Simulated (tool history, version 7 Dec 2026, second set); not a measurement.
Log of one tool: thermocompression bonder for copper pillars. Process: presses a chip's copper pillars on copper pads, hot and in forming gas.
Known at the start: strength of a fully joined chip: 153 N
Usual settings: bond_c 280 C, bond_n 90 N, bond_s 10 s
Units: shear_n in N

run	hour	bond_c	bond_n	bond_s	shear_n
1	0	280	90	10	63.1
2	8	280	90	10	62.6
3	21.6	280	90	10	63.2
4	36.2	280	90	10	62.8
5	44.6	280	90	10	65.1
6	57.4	280	74	10	57.6
7	63.7	280	74	10	56.8
8	76.7	308	90	10	87.6
9	85.9	292	90	10	73.6
10	98.1	292	90	10	74.5
11	104.5	280	68	10	54.9
12	113.2	280	68	10	53.1
13	122.3	299	90	10	80.3
14	135.1	299	90	7	70
15	143.1	280	90	10	61.8
16	152.5	280	90	10	62.4
17	158.9	280	90	10	61.5
18	172.5	280	90	10	63
19	185.4	280	90	10	61.7
20	199.5	280	90	10	61.7
21	210	280	90	10	61.9
22	221.1	280	90	10	61.6
23	231.1	280	90	22	82.4
24	241.7	259	98	19	60.5
25	254.5	288	98	19	90
26	268.4	288	98	19	86.4
27	274.7	273	133	21	87.5
28	284.7	305	84	30	109.7
29	298.9	276	84	30	82.3
30	309.7	259	62	7	30.3
31	323.5	259	70	6	31
32	337.7	277	93	10	59
33	345.1	277	97	26	84.1
34	359.8	277	97	26	84.1
35	373.1	280	120	13	75.8
36	382.7	308	131	21	116.5
37	392.5	308	131	21	117.7
38	404.1	280	89	8	55.1
39	412.3	280	89	8	55.7
40	426.4	280	89	8	54.4

Hidden state or all else? Some run-to-run changes of shear_n, split into what the settings, what came in and random variation would give without the hidden state, and what is left for the hidden state (with any gauge scatter that isn't in both results):
The hidden state here: true temperature of the bond over the reading, C; force that reaches the chip, % of what is set; oxide that the forming gas leaves, % of the face; drift of the gauge itself on shear_n, %.
Run 29 -> 30: bond_c 276 -> 259, bond_n 84 -> 62, bond_s 30 -> 7. shear_n -52 N: hidden state +3.9, all else -55.9.
Run 35 -> 36: bond_c 280 -> 308, bond_n 120 -> 131, bond_s 13 -> 21. shear_n +40.7 N: hidden state -2.9, all else +43.6.
Run 37 -> 38: bond_c 308 -> 280, bond_n 131 -> 89, bond_s 21 -> 8. shear_n -62.6 N: hidden state +4.5, all else -67.1.
